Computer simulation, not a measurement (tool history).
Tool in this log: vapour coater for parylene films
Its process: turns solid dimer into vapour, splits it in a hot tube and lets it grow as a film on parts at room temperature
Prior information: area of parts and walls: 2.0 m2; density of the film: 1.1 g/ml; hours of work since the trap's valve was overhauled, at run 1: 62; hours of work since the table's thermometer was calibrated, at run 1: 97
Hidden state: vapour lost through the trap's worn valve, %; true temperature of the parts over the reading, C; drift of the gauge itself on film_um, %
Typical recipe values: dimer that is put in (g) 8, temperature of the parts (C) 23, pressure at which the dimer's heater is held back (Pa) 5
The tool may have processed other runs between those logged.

run	hour	dimer that is put in (g)	temperature of the parts (C)	pressure at which the dimer's heater is held back (Pa)	hours of work since the trap's valve was overhauled	hours of work since the table's thermometer was calibrated	thickness of the film (um)
1	0	8	23	5	62	97	1.737
2	21.4	8	23	5	80	114	1.742
3	42.4	8	23	5	97	131	1.722
4	57.4	8	23	5	109	144	1.735
5	77	8	23	5	125	160	1.711
6	94.1	8	23	5	139	174	1.711
7	112.7	8	23	5	154	189	1.712
8	129.4	8	23	5	168	202	1.724
9	142.3	8	23	5	179	213	1.723
10	172.3	8	23	5	203	238	1.681
11	196.2	5	23	5	223	257	1.047
12	223.1	5	23	5	245	279	1.046
13	236.5	5	23	5	256	290	1.044
14	254.2	8	23	5	270	305	1.66
15	284.2	8	23	5	295	329	1.662
16	296.6	6	23	5	305	339	1.234
17	321.7	8	23	5	326	360	1.67
18	342.7	8	23	5	343	377	1.655
19	364.9	8	23	2.67	361	395	1.814
20	394.2	8	23	2.67	385	419	1.8
21	422.9	8	15	5	408	443	2.327
22	437.7	8	15	5	420	455	2.311
23	455.2	8	23	5	435	469	1.607
24	484.3	8	23	5	459	493	1.609
# hour 506.2: trap's valve overhauled
25	518.2	8	23	5	10	518	1.771
26	532.5	8	23	2.26	22	529	2.024
27	560.8	8	23	2.26	45	552	2.006
28	583.6	6	23	2.96	63	571	1.435
29	603	8	24	4.31	79	587	1.732
30	625.3	8	24	4.31	97	605	1.723
31	640.7	8	30	6.46	110	618	1.229
32	663.9	9	30	7.24	129	637	1.351
33	691	8	32	3.97	151	659	1.224
34	708.9	3	32	2.07	166	674	0.515
35	726.8	8	27	5.32	181	688	1.428
36	743.4	7	34	7.29	194	702	0.873
37	757	8	34	5	205	713	1.052
38	772	8	34	5	218	725	1.05
39	797.5	8	34	5	239	746	1.059
40	811.1	8	30	7.05	250	757	1.17
41	831.4	7	23	2.02	266	774	1.692
42	857.8	7	23	2.02	288	796	1.706
43	870.4	4	18	2.8	298	806	1.146
44	884	4	18	2.8	309	817	1.161
45	906.6	4	18	2.8	328	836	1.157
46	932.2	4	18	2.8	349	857	1.13
47	959.9	5	20	2.8	372	879	1.285
48	984.8	4	26	7.67	392	900	0.666

Measured minus without-hidden-state, run by run (identical run-to-run variation in each term; gauge scatter may differ):
run	thickness of the film (um)
1	-0.024
2	-0.031
3	-0.037
4	-0.04
5	-0.046
6	-0.05
7	-0.055
8	-0.059
9	-0.064
10	-0.072
11	-0.049
12	-0.055
13	-0.057
14	-0.095
15	-0.105
16	-0.081
17	-0.116
18	-0.121
19	-0.141
20	-0.149
21	-0.205
22	-0.209
23	-0.151
24	-0.16
25	+0.016
26	+0.014
27	+0.005
28	-0.002
29	-0.008
30	-0.014
31	-0.013
32	-0.02
33	-0.023
34	-0.011
35	-0.036
36	-0.025
37	-0.033
38	-0.035
39	-0.04
40	-0.048
41	-0.075
42	-0.084
43	-0.059
44	-0.062
45	-0.066
46	-0.072
47	-0.088
48	-0.049
